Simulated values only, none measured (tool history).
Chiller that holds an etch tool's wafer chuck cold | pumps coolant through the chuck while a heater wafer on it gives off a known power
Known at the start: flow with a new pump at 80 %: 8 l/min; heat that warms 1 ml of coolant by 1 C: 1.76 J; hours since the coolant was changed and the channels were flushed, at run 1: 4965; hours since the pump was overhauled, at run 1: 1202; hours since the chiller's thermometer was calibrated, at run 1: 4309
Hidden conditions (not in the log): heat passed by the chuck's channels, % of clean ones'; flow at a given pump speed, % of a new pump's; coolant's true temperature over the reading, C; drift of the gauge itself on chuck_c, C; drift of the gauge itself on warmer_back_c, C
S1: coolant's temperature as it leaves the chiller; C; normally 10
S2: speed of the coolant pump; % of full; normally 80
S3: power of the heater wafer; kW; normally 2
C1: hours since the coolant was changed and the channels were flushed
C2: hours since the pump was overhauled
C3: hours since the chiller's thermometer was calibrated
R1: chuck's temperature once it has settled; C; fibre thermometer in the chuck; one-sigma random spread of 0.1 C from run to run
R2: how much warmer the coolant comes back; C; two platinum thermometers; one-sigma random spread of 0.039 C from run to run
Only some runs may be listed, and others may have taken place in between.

| run | hour | S1 | S2 | S3 | C1 | C2 | C3 | R1 | R2 |
|---|---|---|---|---|---|---|---|---|---|
| 1 | 0 | 10 | 80 | 2 | 4965 | 1202 | 4309 | 24.3 | 8.5 |
| 2 | 52.1 | 10 | 80 | 2 | 5017 | 1254 | 4361 | 24 | 8.48 |
| 3 | 83 | 10 | 80 | 2 | 5048 | 1285 | 4392 | 24.3 | 8.49 |
| 4 | 126.8 | 10 | 80 | 2 | 5092 | 1329 | 4436 | 24.3 | 8.51 |
| 5 | 168.3 | 10 | 80 | 2 | 5134 | 1370 | 4477 | 24.2 | 8.54 |
| 6 | 224 | 10 | 80 | 1.734 | 5189 | 1426 | 4533 | 22.2 | 7.36 |
| 7 | 272.3 | 10 | 80 | 2 | 5238 | 1474 | 4581 | 24 | 8.54 |
| 8 | 307.4 | 7 | 80 | 2 | 5273 | 1510 | 4616 | 21.3 | 8.49 |
| 9 | 360.2 | 7 | 62 | 2 | 5325 | 1562 | 4669 | 24.3 | 11.09 |
| 10 | 402.2 | 7 | 85 | 1.027 | 5367 | 1604 | 4711 | 14 | 4.11 |
| 11 | 443.6 | 10 | 96 | 2 | 5409 | 1646 | 4752 | 22.3 | 7.03 |
| 12 | 487.3 | 3 | 93 | 2 | 5453 | 1689 | 4796 | 15.9 | 7.32 |
| 13 | 531.9 | 10 | 79 | 1.333 | 5497 | 1734 | 4841 | 19.7 | 5.75 |
| 14 | 576.7 | 19 | 84 | 1.272 | 5542 | 1779 | 4885 | 27.7 | 5.16 |
| 15 | 617.9 | 1 | 76 | 1.272 | 5583 | 1820 | 4927 | 10.5 | 5.74 |
| 16 | 675.5 | 13 | 64 | 1.061 | 5641 | 1878 | 4984 | 22.2 | 5.73 |

3 ways to go on from here, each from the tool as it stands after run 16. What would each give?
| A | 725.4 | 15 | 80 | 1.288 | 5691 | 1928 | 5034 | ? | ? |
| B | 725.4 | 13 | 68 | 2.436 | 5691 | 1928 | 5034 | ? | ? |
| C | 725.4 | 11 | 69 | 2.769 | 5691 | 1928 | 5034 | ? | ? |

| run | R1 | R2 |
|---|---|---|
| A | 24.1 | 5.46 |
| B | 32.9 | 12.33 |
| C | 33.3 | 13.73 |
With the hidden condition removed and each run's random variation left untouched, the same runs would have given:
| run | R1 | R2 |
|---|---|---|
| A | 24.1 | 5.46 |
| B | 32.9 | 12.32 |
| C | 33.2 | 13.72 |
